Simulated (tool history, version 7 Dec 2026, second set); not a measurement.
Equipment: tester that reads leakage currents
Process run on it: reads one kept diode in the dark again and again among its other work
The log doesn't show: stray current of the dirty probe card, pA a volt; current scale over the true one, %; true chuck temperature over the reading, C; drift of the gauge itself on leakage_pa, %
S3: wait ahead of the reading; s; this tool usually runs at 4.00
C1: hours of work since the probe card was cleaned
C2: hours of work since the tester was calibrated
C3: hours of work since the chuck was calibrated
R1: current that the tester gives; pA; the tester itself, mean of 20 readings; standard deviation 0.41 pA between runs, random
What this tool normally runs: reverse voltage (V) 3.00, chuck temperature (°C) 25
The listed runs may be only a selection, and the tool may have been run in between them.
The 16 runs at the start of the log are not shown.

run 17 hour=1748.7 | reverse_voltage_(V)=3.00 chuck_temperature_(°C)=25 S3=6.37 | C1=1183 C2=226 C3=697 | R1=135.83
run 18 hour=1813.7 | reverse_voltage_(V)=3.00 chuck_temperature_(°C)=25 S3=6.37 | C1=1233 C2=276 C3=746 | R1=135.56
run 19 hour=1917.4 | reverse_voltage_(V)=3.00 chuck_temperature_(°C)=25 S3=6.37 | C1=1312 C2=355 C3=825 | R1=135.61
-- hour=1943.6 chuck's temperature calibrated
-- hour=2022.3 probe card cleaned and baked
run 20 hour=2035.5 | reverse_voltage_(V)=3.00 chuck_temperature_(°C)=25 S3=6.37 | C1=10 C2=441 C3=68 | R1=135.15
run 21 hour=2118.3 | reverse_voltage_(V)=3.00 chuck_temperature_(°C)=25 S3=6.37 | C1=73 C2=504 C3=131 | R1=134.67
run 22 hour=2207.7 | reverse_voltage_(V)=3.69 chuck_temperature_(°C)=28 S3=0.40 | C1=142 C2=573 C3=200 | R1=192.08
run 23 hour=2292.5 | reverse_voltage_(V)=3.69 chuck_temperature_(°C)=28 S3=0.40 | C1=206 C2=638 C3=264 | R1=191.28
run 24 hour=2361.7 | reverse_voltage_(V)=1.49 chuck_temperature_(°C)=57 S3=0.48 | C1=259 C2=690 C3=317 | R1=1527.51
run 25 hour=2458.2 | reverse_voltage_(V)=3.10 chuck_temperature_(°C)=29 S3=0.74 | C1=333 C2=764 C3=391 | R1=197.59
run 26 hour=2571.4 | reverse_voltage_(V)=3.10 chuck_temperature_(°C)=29 S3=0.74 | C1=420 C2=851 C3=477 | R1=197.31
run 27 hour=2728.3 | reverse_voltage_(V)=3.10 chuck_temperature_(°C)=31 S3=4.59 | C1=539 C2=971 C3=597 | R1=236.15
run 28 hour=2844.4 | reverse_voltage_(V)=3.00 chuck_temperature_(°C)=25 S3=7.92 | C1=628 C2=1059 C3=686 | R1=135.48
run 29 hour=2950.7 | reverse_voltage_(V)=3.00 chuck_temperature_(°C)=25 S3=7.92 | C1=709 C2=1141 C3=767 | R1=133.75
run 30 hour=3038.5 | reverse_voltage_(V)=5.73 chuck_temperature_(°C)=42 S3=7.92 | C1=777 C2=1208 C3=834 | R1=735.49
-- hour=3048.3 chuck's temperature calibrated
run 31 hour=3185.1 | reverse_voltage_(V)=19.19 chuck_temperature_(°C)=41 S3=1.11 | C1=887 C2=1318 C3=105 | R1=1026.19
run 32 hour=3293.0 | reverse_voltage_(V)=3.00 chuck_temperature_(°C)=25 S3=4.00 | C1=969 C2=1401 C3=187 | R1=135.04
run 33 hour=3419.6 | reverse_voltage_(V)=2.67 chuck_temperature_(°C)=40 S3=4.00 | C1=1066 C2=1497 C3=284 | R1=485.71
run 34 hour=3558.0 | reverse_voltage_(V)=5.41 chuck_temperature_(°C)=26 S3=0.57 | C1=1172 C2=1603 C3=389 | R1=182.24
run 35 hour=3648.1 | reverse_voltage_(V)=8.71 chuck_temperature_(°C)=20 S3=0.93 | C1=1241 C2=1672 C3=458 | R1=122.95
run 36 hour=3768.6 | reverse_voltage_(V)=19.26 chuck_temperature_(°C)=29 S3=1.11 | C1=1333 C2=1764 C3=550 | R1=368.86
-- hour=3850.6 probe card cleaned and baked
run 37 hour=3887.6 | reverse_voltage_(V)=19.26 chuck_temperature_(°C)=29 S3=1.11 | C1=28 C2=1853 C3=639 | R1=366.27
run 38 hour=4009.0 | reverse_voltage_(V)=3.00 chuck_temperature_(°C)=30 S3=9.17 | C1=121 C2=1945 C3=732 | R1=212.72
-- hour=4146.4 chuck's temperature calibrated
run 39 hour=4163.5 | reverse_voltage_(V)=10.47 chuck_temperature_(°C)=28 S3=5.95 | C1=238 C2=2062 C3=13 | R1=271.58

Predict each of these 3 candidate next runs independently; none follows another, all start after run 39:
run A hour=4250.1 | reverse_voltage_(V)=9.88 chuck_temperature_(°C)=28 S3=5.95 | C1=304 C2=2128 C3=79 | R1=?
run B hour=4250.1 | reverse_voltage_(V)=4.70 chuck_temperature_(°C)=28 S3=0.56 | C1=304 C2=2128 C3=79 | R1=?
run C hour=4250.1 | reverse_voltage_(V)=7.67 chuck_temperature_(°C)=21 S3=4.00 | C1=304 C2=2128 C3=79 | R1=?

run=A R1=265.90
run=B R1=207.38
run=C R1=127.87
Take away the tool's hidden state, keep each run's random variation, and the runs would have read:
run=A R1=265.89
run=B R1=207.38
run=C R1=127.85
